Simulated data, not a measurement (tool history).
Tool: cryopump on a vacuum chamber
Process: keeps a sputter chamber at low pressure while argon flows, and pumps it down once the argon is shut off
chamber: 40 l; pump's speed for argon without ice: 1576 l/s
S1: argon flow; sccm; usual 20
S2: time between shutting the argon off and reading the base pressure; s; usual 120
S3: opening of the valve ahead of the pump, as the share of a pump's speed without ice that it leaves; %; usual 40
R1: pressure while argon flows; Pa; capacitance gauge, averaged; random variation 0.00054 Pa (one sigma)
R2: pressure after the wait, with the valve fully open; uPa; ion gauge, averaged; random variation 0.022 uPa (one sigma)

{"run": 1, "hour": 0.0, "S1": 20, "S2": 120, "S3": 40, "R1": 0.0537, "R2": 1.83}
{"run": 2, "hour": 34.0, "S1": 20, "S2": 120, "S3": 40, "R1": 0.0553, "R2": 1.87}
{"run": 3, "hour": 82.5, "S1": 20, "S2": 120, "S3": 40, "R1": 0.0551, "R2": 1.91}
{"run": 4, "hour": 127.1, "S1": 20, "S2": 120, "S3": 40, "R1": 0.055, "R2": 1.87}
{"run": 5, "hour": 164.0, "S1": 20, "S2": 120, "S3": 42, "R1": 0.052, "R2": 1.97}
{"run": 6, "hour": 188.9, "S1": 20, "S2": 86, "S3": 40, "R1": 0.0555, "R2": 2.16}
{"run": 7, "hour": 240.8, "S1": 20, "S2": 86, "S3": 40, "R1": 0.0566, "R2": 2.18}
{"run": 8, "hour": 279.1, "S1": 20, "S2": 120, "S3": 40, "R1": 0.0571, "R2": 2.04}
{"run": 9, "hour": 304.9, "S1": 20, "S2": 120, "S3": 40, "R1": 0.0567, "R2": 2.19}
{"run": 10, "hour": 331.3, "S1": 20, "S2": 120, "S3": 26, "R1": 0.0852, "R2": 2.17}
{"run": 11, "hour": 384.3, "S1": 20, "S2": 120, "S3": 26, "R1": 0.0847, "R2": 2.24}
{"run": 12, "hour": 407.4, "S1": 20, "S2": 120, "S3": 26, "R1": 0.0855, "R2": 2.27}
{"run": 13, "hour": 451.1, "S1": 20, "S2": 120, "S3": 26, "R1": 0.0866, "R2": 2.33}
{"run": 14, "hour": 487.0, "S1": 20, "S2": 120, "S3": 26, "R1": 0.0869, "R2": 2.35}
{"run": 15, "hour": 537.3, "S1": 20, "S2": 120, "S3": 41, "R1": 0.0553, "R2": 2.4}
{"run": 16, "hour": 573.4, "S1": 20, "S2": 120, "S3": 41, "R1": 0.0573, "R2": 2.41}
{"run": 17, "hour": 629.2, "S1": 20, "S2": 120, "S3": 41, "R1": 0.0574, "R2": 2.61}
{"run": 18, "hour": 656.4, "S1": 20, "S2": 120, "S3": 50, "R1": 0.0474, "R2": 2.53}
{"run": 19, "hour": 684.3, "S1": 20, "S2": 120, "S3": 23, "R1": 0.0983, "R2": 2.65}
{"run": 20, "hour": 722.1, "S1": 26, "S2": 105, "S3": 33, "R1": 0.0921, "R2": 2.65}
{"hour": 780.3, "done": "pump warmed up, emptied and cooled again"}
{"run": 21, "hour": 781.0, "S1": 12, "S2": 277, "S3": 40, "R1": 0.0328, "R2": 2.03}
{"run": 22, "hour": 804.7, "S1": 12, "S2": 277, "S3": 40, "R1": 0.0324, "R2": 2.08}
{"run": 23, "hour": 833.3, "S1": 12, "S2": 277, "S3": 40, "R1": 0.0326, "R2": 2.02}
{"run": 24, "hour": 885.6, "S1": 12, "S2": 277, "S3": 40, "R1": 0.0334, "R2": 2.18}
{"run": 25, "hour": 917.1, "S1": 25, "S2": 120, "S3": 23, "R1": 0.1181, "R2": 2.39}
{"run": 26, "hour": 951.6, "S1": 18, "S2": 120, "S3": 23, "R1": 0.0845, "R2": 2.45}
{"run": 27, "hour": 994.1, "S1": 20, "S2": 120, "S3": 38, "R1": 0.0581, "R2": 2.45}
{"run": 28, "hour": 1039.2, "S1": 20, "S2": 238, "S3": 51, "R1": 0.0435, "R2": 2.32}
{"run": 29, "hour": 1069.0, "S1": 9, "S2": 25, "S3": 25, "R1": 0.04, "R2": 3.9}
{"run": 30, "hour": 1094.6, "S1": 20, "S2": 120, "S3": 21, "R1": 0.104, "R2": 2.53}
{"run": 31, "hour": 1147.4, "S1": 23, "S2": 120, "S3": 21, "R1": 0.1209, "R2": 2.67}
{"run": 32, "hour": 1194.7, "S1": 27, "S2": 35, "S3": 21, "R1": 0.1412, "R2": 3.59}
{"hour": 1227.2, "done": "leaking fittings of the chamber tightened, without venting"}
{"run": 33, "hour": 1244.5, "S1": 27, "S2": 35, "S3": 45, "R1": 0.0686, "R2": 1.51}

Forecast each of these 4 alternatives for the next run:
{"run": "A", "hour": 1290.3, "S1": 9, "S2": 35, "S3": 32, "R1": "?", "R2": "?"}
{"run": "B", "hour": 1290.3, "S1": 27, "S2": 35, "S3": 28, "R1": "?", "R2": "?"}
{"run": "C", "hour": 1290.3, "S1": 20, "S2": 186, "S3": 19, "R1": "?", "R2": "?"}
{"run": "D", "hour": 1290.3, "S1": 32, "S2": 53, "S3": 40, "R1": "?", "R2": "?"}

run=A R1=0.0319 R2=1.52
run=B R1=0.1082 R2=1.54
run=C R1=0.1155 R2=0.53
run=D R1=0.0913 R2=1.11
Without the tool's hidden state the same runs would have given:
run=A R1=0.0303 R2=1.42
run=B R1=0.1035 R2=1.44
run=C R1=0.1120 R2=0.43
run=D R1=0.0857 R2=1.01
